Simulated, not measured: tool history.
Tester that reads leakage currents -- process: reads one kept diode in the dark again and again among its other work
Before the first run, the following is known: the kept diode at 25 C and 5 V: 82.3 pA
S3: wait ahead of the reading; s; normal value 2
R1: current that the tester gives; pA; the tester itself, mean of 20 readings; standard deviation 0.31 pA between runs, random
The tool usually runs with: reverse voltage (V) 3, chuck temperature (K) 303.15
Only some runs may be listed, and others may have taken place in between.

Run 1, day 0: usual settings. Result: R1 116.19 pA.
Run 2, day 0.833: usual settings. Result: R1 115.34 pA.
Run 3, day 2: usual settings but S3 6.4 s. Result: R1 115.38 pA.
Run 4, day 2.938: usual settings but S3 6.4 s. Result: R1 116 pA.
Run 5, day 3.733: usual settings but S3 6.4 s. Result: R1 115.83 pA.
Run 6, day 4.579: usual settings but chuck temperature (K) 310.15. Result: R1 213.8 pA.
Run 7, day 5.812: usual settings. Result: R1 117.07 pA.
Run 8, day 7.442: usual settings but reverse voltage (V) 15.37. Result: R1 265.12 pA.
Run 9, day 8.925: usual settings but reverse voltage (V) 15.37. Result: R1 264.83 pA.
Run 10, day 9.942: usual settings but reverse voltage (V) 15.37. Result: R1 265.86 pA.
Run 11, day 11.254: usual settings but reverse voltage (V) 15.37. Result: R1 265.4 pA.
Run 12, day 11.988: usual settings but reverse voltage (V) 15.37. Result: R1 263.89 pA.
Run 13, day 13.633: usual settings but reverse voltage (V) 8.87. Result: R1 201.68 pA.
Run 14, day 14.812: usual settings but reverse voltage (V) 8.87. Result: R1 201.95 pA.
Run 15, day 16.121: usual settings but reverse voltage (V) 8.87. Result: R1 201.92 pA.
Run 16, day 17.046: usual settings. Result: R1 118 pA.
Run 17, day 18.546: usual settings. Result: R1 118.43 pA.
Run 18, day 19.954: usual settings but reverse voltage (V) 3.01. Result: R1 118.67 pA.
Run 19, day 20.804: usual settings but reverse voltage (V) 3.01. Result: R1 118.77 pA.
Run 20, day 22.229: usual settings but reverse voltage (V) 3.01. Result: R1 119.2 pA.
At day 22.508: probe card cleaned and baked.
Run 21, day 23.696: usual settings but reverse voltage (V) 5.59, chuck temperature (K) 297.15, S3 6.31 s. Result: R1 94.15 pA.

Run 22 is up next; what results do you expect?
Run 22, day 24.675: usual settings but reverse voltage (V) 5.59, chuck temperature (K) 301.15, S3 6.31 s. Result: R1 ?.

R1: 136.51 pA
With no hidden state in the tool, this same run would have given R1 115.52 pA.
